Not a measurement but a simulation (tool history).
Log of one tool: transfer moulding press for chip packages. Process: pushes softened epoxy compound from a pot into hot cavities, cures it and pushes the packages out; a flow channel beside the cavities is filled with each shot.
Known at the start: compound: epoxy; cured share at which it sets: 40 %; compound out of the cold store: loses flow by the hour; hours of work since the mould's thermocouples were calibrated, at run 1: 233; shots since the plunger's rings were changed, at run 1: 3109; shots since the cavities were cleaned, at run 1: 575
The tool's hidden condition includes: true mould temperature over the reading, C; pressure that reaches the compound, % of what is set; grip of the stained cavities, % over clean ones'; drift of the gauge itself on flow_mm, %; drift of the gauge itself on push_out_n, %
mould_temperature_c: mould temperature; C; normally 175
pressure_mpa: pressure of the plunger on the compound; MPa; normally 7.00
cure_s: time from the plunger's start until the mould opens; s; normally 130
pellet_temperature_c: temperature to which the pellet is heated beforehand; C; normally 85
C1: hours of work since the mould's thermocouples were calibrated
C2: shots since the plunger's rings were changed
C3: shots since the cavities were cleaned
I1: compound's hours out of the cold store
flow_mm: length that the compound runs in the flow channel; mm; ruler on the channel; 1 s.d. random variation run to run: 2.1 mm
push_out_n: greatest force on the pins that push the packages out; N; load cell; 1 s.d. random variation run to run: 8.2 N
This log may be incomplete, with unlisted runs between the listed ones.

run 1 hour=0.0 | mould_temperature_c=175 pressure_mpa=7.00 cure_s=130 pellet_temperature_c=85 | C1=233 C2=3109 C3=575 | I1=29.9 | flow_mm=754 push_out_n=563
run 2 hour=16.8 | mould_temperature_c=175 pressure_mpa=5.96 cure_s=130 pellet_temperature_c=85 | C1=246 C2=3309 C3=775 | I1=48.0 | flow_mm=630 push_out_n=578
run 3 hour=29.9 | mould_temperature_c=176 pressure_mpa=7.00 cure_s=130 pellet_temperature_c=85 | C1=256 C2=3465 C3=931 | I1=20.0 | flow_mm=790 push_out_n=613
-- hour=48.3 cavities cleaned with cleaning compound and waxed
run 4 hour=48.3 | mould_temperature_c=176 pressure_mpa=7.00 cure_s=130 pellet_temperature_c=85 | C1=268 C2=3667 C3=0 | I1=23.3 | flow_mm=773 push_out_n=358
run 5 hour=60.2 | mould_temperature_c=175 pressure_mpa=7.00 cure_s=166 pellet_temperature_c=85 | C1=277 C2=3808 C3=141 | I1=30.1 | flow_mm=746 push_out_n=407
run 6 hour=80.2 | mould_temperature_c=175 pressure_mpa=7.00 cure_s=133 pellet_temperature_c=85 | C1=292 C2=4046 C3=379 | I1=20.2 | flow_mm=789 push_out_n=493
run 7 hour=101.6 | mould_temperature_c=171 pressure_mpa=7.00 cure_s=130 pellet_temperature_c=85 | C1=309 C2=4301 C3=634 | I1=28.1 | flow_mm=758 push_out_n=601
run 8 hour=123.5 | mould_temperature_c=170 pressure_mpa=7.00 cure_s=130 pellet_temperature_c=76 | C1=325 C2=4563 C3=896 | I1=15.4 | flow_mm=813 push_out_n=706
run 9 hour=142.1 | mould_temperature_c=170 pressure_mpa=7.00 cure_s=130 pellet_temperature_c=76 | C1=339 C2=4784 C3=1117 | I1=44.7 | flow_mm=692 push_out_n=703
-- hour=145.8 cavities cleaned with cleaning compound and waxed
run 10 hour=167.2 | mould_temperature_c=170 pressure_mpa=7.00 cure_s=130 pellet_temperature_c=76 | C1=357 C2=5065 C3=255 | I1=23.0 | flow_mm=772 push_out_n=526
run 11 hour=182.2 | mould_temperature_c=175 pressure_mpa=7.00 cure_s=130 pellet_temperature_c=86 | C1=368 C2=5244 C3=434 | I1=11.0 | flow_mm=819 push_out_n=525
run 12 hour=192.1 | mould_temperature_c=175 pressure_mpa=7.00 cure_s=130 pellet_temperature_c=86 | C1=376 C2=5362 C3=552 | I1=8.9 | flow_mm=826 push_out_n=528
run 13 hour=213.8 | mould_temperature_c=174 pressure_mpa=7.00 cure_s=149 pellet_temperature_c=85 | C1=392 C2=5620 C3=810 | I1=42.1 | flow_mm=693 push_out_n=567

What would each run have given without the hidden state, its run-to-run variation left as it was?
run=1 flow_mm=777 push_out_n=368
run=2 flow_mm=650 push_out_n=356
run=3 flow_mm=816 push_out_n=361
run=4 flow_mm=801 push_out_n=353
run=5 flow_mm=773 push_out_n=347
run=6 flow_mm=820 push_out_n=361
run=7 flow_mm=789 push_out_n=394
run=8 flow_mm=849 push_out_n=424
run=9 flow_mm=724 push_out_n=403
run=10 flow_mm=810 push_out_n=408
run=11 flow_mm=860 push_out_n=368
run=12 flow_mm=869 push_out_n=350
run=13 flow_mm=730 push_out_n=344
